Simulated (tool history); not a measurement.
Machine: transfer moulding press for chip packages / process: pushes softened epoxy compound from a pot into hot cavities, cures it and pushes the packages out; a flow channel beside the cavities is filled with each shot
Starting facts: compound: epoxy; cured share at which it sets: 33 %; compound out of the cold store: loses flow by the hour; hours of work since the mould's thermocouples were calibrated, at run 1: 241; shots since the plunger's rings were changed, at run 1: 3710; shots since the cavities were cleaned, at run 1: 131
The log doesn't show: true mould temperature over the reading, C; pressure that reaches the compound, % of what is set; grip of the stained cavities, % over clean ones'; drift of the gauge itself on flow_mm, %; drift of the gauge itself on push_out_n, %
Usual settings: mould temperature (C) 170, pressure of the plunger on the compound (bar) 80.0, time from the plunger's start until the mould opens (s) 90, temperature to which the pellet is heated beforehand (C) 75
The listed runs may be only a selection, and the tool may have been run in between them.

run   hour  mould temperature (C)  pressure of the plunger on the compound (bar)  time from the plunger's start until the mould opens (s)  temperature to which the pellet is heated beforehand (C)  hours of work since the mould's thermocouples were calibrated  shots since the plunger's rings were changed  shots since the cavities were cleaned  incoming compound's hours out of the cold store  length that the compound runs in the flow channel (mm)  greatest force on the pins that push the packages out (N)
  1    0.0                    170                                           80.0                                                       90                                                        75                                                            241                                          3710                                    131                                             21.2                                                     750                                                        544
  2   18.0                    168                                           80.0                                                       90                                                        75                                                            250                                          3892                                    313                                             29.2                                                     721                                                        653
      38.3  -- cavities cleaned with cleaning compound and waxed
  3   38.9                    168                                           80.0                                                       90                                                        75                                                            259                                          4088                                      7                                             25.5                                                     738                                                        830
      49.3  -- plunger's sealing rings changed
  4   62.0                    168                                           80.0                                                       90                                                        75                                                            269                                           129                                    214                                              9.3                                                     842                                                        889
  5   76.5                    168                                           80.0                                                       90                                                        75                                                            276                                           275                                    360                                             10.2                                                     837                                                        887
      90.0  -- cavities cleaned with cleaning compound and waxed
  6  105.3                    170                                           75.1                                                       90                                                        75                                                            288                                           550                                    154                                             14.4                                                     785                                                        571
  7  121.3                    170                                           75.1                                                       90                                                        75                                                            296                                           711                                    315                                              9.4                                                     797                                                        642
     140.2  -- cavities cleaned with cleaning compound and waxed
  8  156.4                    170                                           83.8                                                       90                                                        75                                                            312                                          1051                                    164                                             34.0                                                     772                                                        522
  9  183.2                    170                                           83.8                                                       90                                                        75                                                            324                                          1320                                    433                                             18.0                                                     805                                                        656
     189.7  -- cavities cleaned with cleaning compound and waxed
 10  207.5                    170                                           80.0                                                       90                                                        75                                                            335                                          1550                                    179                                             31.0                                                     746                                                        547
     215.2  -- cavities cleaned with cleaning compound and waxed, once more
 11  244.9                    170                                           80.0                                                       90                                                        75                                                            352                                          1912                                    299                                             25.8                                                     755                                                        593
     264.8  -- cavities cleaned with cleaning compound and waxed
 12  276.6                    170                                           80.0                                                       90                                                        75                                                            366                                          2217                                    120                                             46.3                                                     699                                                        525
 13  298.0                    170                                           80.0                                                       90                                                        75                                                            376                                          2432                                    335                                             18.8                                                     776                                                        628
     314.3  -- cavities cleaned with cleaning compound and waxed
 14  328.3                    170                                           80.0                                                       90                                                        75                                                            390                                          2723                                    142                                             45.6                                                     699                                                        545
 15  346.9                    170                                           80.0                                                       90                                                        75                                                            399                                          2910                                    329                                             21.0                                                     748                                                        620
     365.9  -- cavities cleaned with cleaning compound and waxed
 16  367.7                    167                                           78.6                                                       76                                                        82                                                            408                                          3104                                     17                                             37.7                                                     708                                                        795
 17  398.5                    170                                           92.9                                                       76                                                        82                                                            422                                          3415                                    328                                             30.0                                                     774                                                        803
     416.5  -- cavities cleaned with cleaning compound and waxed
 18  416.8                    164                                           88.4                                                       80                                                        75                                                            430                                          3585                                      4                                              9.2                                                     844                                                        933
 19  440.9                    167                                           94.2                                                      104                                                        75                                                            442                                          3828                                    247                                             27.8                                                     801                                                        550
     467.4  -- cavities cleaned with cleaning compound and waxed
 20  473.8                    167                                           72.0                                                      117                                                        79                                                            456                                          4144                                     64                                             26.6                                                     700                                                        446
     477.9  -- plunger's sealing rings changed
 21  501.3                    171                                           68.1                                                      117                                                        79                                                            468                                           236                                    316                                             16.0                                                     751                                                        471
     520.4  -- cavities cleaned with cleaning compound and waxed
 22  529.9                    170                                           80.0                                                       77                                                        77                                                            481                                           509                                     96                                             33.7                                                     750                                                        695
 23  563.8                    170                                           94.8                                                       90                                                        75                                                            497                                           851                                    438                                             16.5                                                     869                                                        677
     569.3  -- cavities cleaned with cleaning compound and waxed
 24  600.4                    170                                           94.8                                                       90                                                        75                                                            513                                          1204                                    313                                             25.6                                                     837                                                        606
     619.5  -- cavities cleaned with cleaning compound and waxed
     638.6  -- mould's thermocouples calibrated
 25  639.3                    170                                           94.8                                                       90                                                        75                                                              0                                          1562                                    179                                             24.3                                                     830                                                        531
 26  654.9                    170                                           94.8                                                       90                                                        75                                                              8                                          1718                                    335                                              9.8                                                     890                                                        592
     672.2  -- cavities cleaned with cleaning compound and waxed
 27  675.2                    176                                           94.8                                                       71                                                        69                                                             17                                          1909                                     31                                             12.4                                                     847                                                        544
 28  696.0                    176                                           94.8                                                       71                                                        69                                                             26                                          2118                                    240                                             43.6                                                     762                                                        592

How the hidden state differs across the entries between the runs, from the last listed run before each to the first after it:
Between runs 2 and 3: cavities cleaned with cleaning compound and waxed (hour 38.3)
  true mould temperature over the reading, C: -0.39 -> -0.4; pressure that reaches the compound, % of what is set: 87.37 -> 86.68; grip of the stained cavities, % over clean ones': 25.6 -> 56
  the result without the hidden state subtracted from the measured one, length that the compound runs in the flow channel (mm): -49 -> -54; greatest force on the pins that push the packages out (N): +143 -> +309
Between runs 3 and 4: plunger's sealing rings changed (hour 49.3)
  true mould temperature over the reading, C: -0.4 -> -0.42; pressure that reaches the compound, % of what is set: 86.68 -> 99.55; grip of the stained cavities, % over clean ones': 56 -> 61.3
  the result without the hidden state subtracted from the measured one, length that the compound runs in the flow channel (mm): -54 -> -1; greatest force on the pins that push the packages out (N): +309 -> +351
Between runs 5 and 6: cavities cleaned with cleaning compound and waxed (hour 90.0)
  true mould temperature over the reading, C: -0.43 -> -0.45; pressure that reaches the compound, % of what is set: 99.05 -> 98.15; grip of the stained cavities, % over clean ones': 64.4 -> 15.6
  the result without the hidden state subtracted from the measured one, length that the compound runs in the flow channel (mm): -4 -> -7; greatest force on the pins that push the packages out (N): +361 -> +88
Between runs 7 and 8: cavities cleaned with cleaning compound and waxed (hour 140.2)
  true mould temperature over the reading, C: -0.46 -> -0.49; pressure that reaches the compound, % of what is set: 97.63 -> 96.59; grip of the stained cavities, % over clean ones': 26.6 -> 16
  the result without the hidden state subtracted from the measured one, length that the compound runs in the flow channel (mm): -9 -> -13; greatest force on the pins that push the packages out (N): +146 -> +82
Between runs 9 and 10: cavities cleaned with cleaning compound and waxed (hour 189.7)
  true mould temperature over the reading, C: -0.51 -> -0.53; pressure that reaches the compound, % of what is set: 95.74 -> 94.95; grip of the stained cavities, % over clean ones': 35 -> 15.9
  the result without the hidden state subtracted from the measured one, length that the compound runs in the flow channel (mm): -17 -> -19; greatest force on the pins that push the packages out (N): +183 -> +86
Between runs 10 and 11: cavities cleaned with cleaning compound and waxed, once more (hour 215.2)
  true mould temperature over the reading, C: -0.53 -> -0.56; pressure that reaches the compound, % of what is set: 94.95 -> 93.74; grip of the stained cavities, % over clean ones': 15.9 -> 23.9
  the result without the hidden state subtracted from the measured one, length that the compound runs in the flow channel (mm): -19 -> -24; greatest force on the pins that push the packages out (N): +86 -> +127
Between runs 11 and 12: cavities cleaned with cleaning compound and waxed (hour 264.8)
  true mould temperature over the reading, C: -0.56 -> -0.59; pressure that reaches the compound, % of what is set: 93.74 -> 92.75; grip of the stained cavities, % over clean ones': 23.9 -> 12.5
  the result without the hidden state subtracted from the measured one, length that the compound runs in the flow channel (mm): -24 -> -26; greatest force on the pins that push the packages out (N): +127 -> +70
Between runs 13 and 14: cavities cleaned with cleaning compound and waxed (hour 314.3)
  true mould temperature over the reading, C: -0.6 -> -0.63; pressure that reaches the compound, % of what is set: 92.11 -> 91.15; grip of the stained cavities, % over clean ones': 28.4 -> 16.3
  the result without the hidden state subtracted from the measured one, length that the compound runs in the flow channel (mm): -31 -> -32; greatest force on the pins that push the packages out (N): +155 -> +88
Between runs 15 and 16: cavities cleaned with cleaning compound and waxed (hour 365.9)
  true mould temperature over the reading, C: -0.64 -> -0.66; pressure that reaches the compound, % of what is set: 90.57 -> 89.99; grip of the stained cavities, % over clean ones': 29.1 -> 2.8
  the result without the hidden state subtracted from the measured one, length that the compound runs in the flow channel (mm): -37 -> -37; greatest force on the pins that push the packages out (N): +156 -> +55
Between runs 17 and 18: cavities cleaned with cleaning compound and waxed (hour 416.5)
  true mould temperature over the reading, C: -0.68 -> -0.69; pressure that reaches the compound, % of what is set: 89.06 -> 88.52; grip of the stained cavities, % over clean ones': 27.6 -> 1
  the result without the hidden state subtracted from the measured one, length that the compound runs in the flow channel (mm): -46 -> -51; greatest force on the pins that push the packages out (N): +202 -> +52
Between runs 19 and 20: cavities cleaned with cleaning compound and waxed (hour 467.4)
  true mould temperature over the reading, C: -0.72 -> -0.74; pressure that reaches the compound, % of what is set: 87.66 -> 86.7; grip of the stained cavities, % over clean ones': 21 -> 7.2
  the result without the hidden state subtracted from the measured one, length that the compound runs in the flow channel (mm): -53 -> -51; greatest force on the pins that push the packages out (N): +108 -> +37
Between runs 20 and 21: plunger's sealing rings changed (hour 477.9)
  true mould temperature over the reading, C: -0.74 -> -0.76; pressure that reaches the compound, % of what is set: 86.7 -> 99.17; grip of the stained cavities, % over clean ones': 7.2 -> 26.9
  the result without the hidden state subtracted from the measured one, length that the compound runs in the flow channel (mm): -51 -> -1; greatest force on the pins that push the packages out (N): +37 -> +103
Between runs 21 and 22: cavities cleaned with cleaning compound and waxed (hour 520.4)
  true mould temperature over the reading, C: -0.76 -> -0.78; pressure that reaches the compound, % of what is set: 99.17 -> 98.27; grip of the stained cavities, % over clean ones': 26.9 -> 11.1
  the result without the hidden state subtracted from the measured one, length that the compound runs in the flow channel (mm): -1 -> -5; greatest force on the pins that push the packages out (N): +103 -> +99
Between runs 23 and 24: cavities cleaned with cleaning compound and waxed (hour 569.3)
  true mould temperature over the reading, C: -0.81 -> -0.84; pressure that reaches the compound, % of what is set: 97.19 -> 96.09; grip of the stained cavities, % over clean ones': 35.6 -> 26.3
  the result without the hidden state subtracted from the measured one, length that the compound runs in the flow channel (mm): -10 -> -15; greatest force on the pins that push the packages out (N): +200 -> +146
Between runs 24 and 25: cavities cleaned with cleaning compound and waxed (hour 619.5); mould's thermocouples calibrated (hour 638.6)
  true mould temperature over the reading, C: -0.84 -> 0.04; pressure that reaches the compound, % of what is set: 96.09 -> 95.02; grip of the stained cavities, % over clean ones': 26.3 -> 16.1
  the result without the hidden state subtracted from the measured one, length that the compound runs in the flow channel (mm): -15 -> -22; greatest force on the pins that push the packages out (N): +146 -> +74
Between runs 26 and 27: cavities cleaned with cleaning compound and waxed (hour 672.2)
  true mould temperature over the reading, C: 0.03 -> 0.01; pressure that reaches the compound, % of what is set: 94.57 -> 93.97; grip of the stained cavities, % over clean ones': 27.8 -> 4.4
  the result without the hidden state subtracted from the measured one, length that the compound runs in the flow channel (mm): -25 -> -26; greatest force on the pins that push the packages out (N): +129 -> +22
